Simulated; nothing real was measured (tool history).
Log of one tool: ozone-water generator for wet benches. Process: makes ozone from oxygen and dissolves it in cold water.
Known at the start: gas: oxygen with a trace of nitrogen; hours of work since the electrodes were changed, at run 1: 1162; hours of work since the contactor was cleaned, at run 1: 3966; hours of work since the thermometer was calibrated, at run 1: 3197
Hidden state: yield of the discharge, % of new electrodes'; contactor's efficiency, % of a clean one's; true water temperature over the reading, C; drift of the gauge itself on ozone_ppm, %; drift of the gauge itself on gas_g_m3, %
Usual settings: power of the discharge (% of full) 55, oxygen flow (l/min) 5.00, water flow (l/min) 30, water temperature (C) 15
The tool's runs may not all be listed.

| run | hour | power of the discharge (% of full) | oxygen flow (l/min) | water flow (l/min) | water temperature (C) | hours of work since the electrodes were changed | hours of work since the contactor was cleaned | hours of work since the thermometer was calibrated | dissolved ozone (ppm) | ozone in the gas ahead of the water (g/m3) |
|---|---|---|---|---|---|---|---|---|---|---|
| 1 | 0.0 | 55 | 5.00 | 30 | 15 | 1162 | 3966 | 3197 | 17.7 | 195.8 |
| 2 | 20.8 | 55 | 5.00 | 30 | 8 | 1178 | 3982 | 3213 | 18.7 | 197.1 |
| 3 | 46.1 | 55 | 5.00 | 30 | 8 | 1197 | 4001 | 3232 | 18.6 | 196.2 |
| 4 | 75.0 | 55 | 5.00 | 30 | 8 | 1218 | 4023 | 3254 | 18.9 | 196.7 |
| 5 | 105.7 | 55 | 5.00 | 30 | 8 | 1241 | 4046 | 3277 | 18.6 | 195.8 |
| 6 | 138.6 | 55 | 5.00 | 30 | 8 | 1266 | 4070 | 3301 | 18.6 | 196.0 |
| 7 | 170.8 | 55 | 5.00 | 30 | 8 | 1290 | 4095 | 3326 | 18.7 | 195.9 |
| 8 | 209.0 | 55 | 5.00 | 30 | 8 | 1319 | 4123 | 3354 | 18.8 | 195.8 |
| 9 | 239.8 | 55 | 5.90 | 30 | 8 | 1342 | 4146 | 3378 | 19.4 | 183.1 |
| 10 | 258.7 | 55 | 5.43 | 20 | 10 | 1357 | 4161 | 3392 | 25.7 | 187.9 |
| 11 | 292.7 | 55 | 5.43 | 20 | 10 | 1382 | 4186 | 3417 | 26.1 | 187.8 |
| 12 | 317.8 | 55 | 5.00 | 27 | 22 | 1401 | 4205 | 3436 | 17.6 | 192.9 |
| 13 | 337.6 | 56 | 7.75 | 43 | 7 | 1416 | 4220 | 3451 | 15.0 | 156.9 |
| 14 | 380.1 | 55 | 3.47 | 30 | 15 | 1448 | 4252 | 3483 | 16.2 | 235.4 |
| 15 | 410.3 | 55 | 3.47 | 30 | 15 | 1471 | 4275 | 3506 | 16.1 | 235.8 |
| 16 | 438.8 | 74 | 5.00 | 24 | 8 | 1492 | 4296 | 3527 | 27.7 | 240.7 |
| 17 | 463.1 | 74 | 5.00 | 24 | 8 | 1510 | 4314 | 3546 | 27.9 | 237.3 |

5 ways to go on from here, each from the tool as it stands after run 17. What would each give?
| A | 504.4 | 73 | 5.00 | 25 | 8 | 1541 | 4346 | 3577 | ? | ? |
| B | 504.4 | 59 | 7.57 | 24 | 15 | 1541 | 4346 | 3577 | ? | ? |
| C | 504.4 | 74 | 5.00 | 44 | 7 | 1541 | 4346 | 3577 | ? | ? |
| D | 504.4 | 74 | 5.00 | 28 | 8 | 1541 | 4346 | 3577 | ? | ? |
| E | 504.4 | 48 | 5.64 | 30 | 15 | 1541 | 4346 | 3577 | ? | ? |

| run | dissolved ozone (ppm) | ozone in the gas ahead of the water (g/m3) |
|---|---|---|
| A | 26.5 | 235.9 |
| B | 22.4 | 166.2 |
| C | 16.1 | 241.0 |
| D | 24.5 | 239.7 |
| E | 15.9 | 168.1 |
Without the tool's hidden state the same runs would have given:
| run | dissolved ozone (ppm) | ozone in the gas ahead of the water (g/m3) |
|---|---|---|
| A | 28.9 | 246.0 |
| B | 24.2 | 172.2 |
| C | 17.7 | 251.4 |
| D | 26.7 | 250.0 |
| E | 17.1 | 173.1 |

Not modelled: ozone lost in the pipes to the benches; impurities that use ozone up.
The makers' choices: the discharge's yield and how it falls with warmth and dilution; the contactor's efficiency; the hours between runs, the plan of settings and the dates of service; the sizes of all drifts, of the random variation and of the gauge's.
